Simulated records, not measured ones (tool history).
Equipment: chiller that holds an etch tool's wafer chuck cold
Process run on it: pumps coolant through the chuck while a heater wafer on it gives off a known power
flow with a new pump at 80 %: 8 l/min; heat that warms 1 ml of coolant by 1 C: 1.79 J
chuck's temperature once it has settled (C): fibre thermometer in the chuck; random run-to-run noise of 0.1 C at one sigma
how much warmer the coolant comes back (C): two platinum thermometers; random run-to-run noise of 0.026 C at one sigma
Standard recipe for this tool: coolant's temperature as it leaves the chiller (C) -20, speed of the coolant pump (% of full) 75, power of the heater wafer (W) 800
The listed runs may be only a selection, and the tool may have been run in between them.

run     day  coolant's temperature as it leaves the chiller (C)  speed of the coolant pump (% of full)  power of the heater wafer (W)  chuck's temperature once it has settled (C)  how much warmer the coolant comes back (C)
  1       0                                                 -20                                     75                            800                                        -12.7                                        3.56
  2   4.946                                                 -20                                     75                            800                                        -12.7                                        3.62
  3   8.712                                                 -20                                     75                            800                                        -12.6                                        3.58
  4  15.658                                                 -20                                     75                            800                                        -12.8                                         3.6
  5  21.354                                                 -20                                     75                            800                                        -12.5                                        3.68
  6  25.867                                                 -20                                     75                            800                                        -12.7                                         3.6
  7  31.546                                                 -20                                     75                            800                                        -12.7                                        3.62
     32.188  -- chiller's thermometer calibrated
  8  35.217                                                 -20                                     75                            688                                        -13.5                                        3.13
  9  39.125                                                 -20                                     75                            800                                        -12.5                                        3.65
 10  43.671                                                 -20                                     75                            800                                        -12.7                                        3.75
 11  50.588                                                 -20                                     75                            800                                        -12.5                                        3.66
 12  55.167                                                 -29                                     67                            531                                        -23.4                                        2.75
 13  61.217                                                 -18                                     75                            800                                        -10.4                                        3.66
 14    65.6                                                 -18                                     75                            800                                        -10.3                                        3.66
     66.254  -- chiller's thermometer calibrated, once more
 15  72.579                                                 -29                                     75                            752                                        -22.3                                        3.46
 16  79.471                                                 -20                                     75                           1149                                         -9.5                                        5.28
 17  84.408                                                 -20                                     75                           1149                                         -9.7                                        5.27
 18  89.329                                                 -16                                     67                            498                                        -10.9                                        2.52

Measured minus without-hidden-state, run by run (identical run-to-run variation in each term; gauge scatter may differ):
Hidden state at play: heat passed by the chuck's channels, % of clean ones'; flow at a given pump speed, % of a new pump's; coolant's true temperature over the reading, C; drift of the gauge itself on chuck_c, C; drift of the gauge itself on warmer_back_c, C.
run  chuck's temperature once it has settled (C)  how much warmer the coolant comes back (C)
  1                                         +0.6                                       +0.04
  2                                         +0.6                                       +0.04
  3                                         +0.6                                       +0.05
  4                                         +0.7                                       +0.06
  5                                         +0.7                                       +0.06
  6                                         +0.7                                       +0.06
  7                                         +0.8                                       +0.07
  8                                         +0.8                                       +0.06
  9                                         +0.9                                       +0.07
 10                                         +0.9                                       +0.07
 11                                           +1                                       +0.08
 12                                         +0.8                                       +0.06
 13                                         +1.1                                       +0.09
 14                                         +1.1                                       +0.09
 15                                         +0.6                                       +0.09
 16                                         +0.9                                       +0.15
 17                                           +1                                       +0.15
 18                                         +0.5                                       +0.07

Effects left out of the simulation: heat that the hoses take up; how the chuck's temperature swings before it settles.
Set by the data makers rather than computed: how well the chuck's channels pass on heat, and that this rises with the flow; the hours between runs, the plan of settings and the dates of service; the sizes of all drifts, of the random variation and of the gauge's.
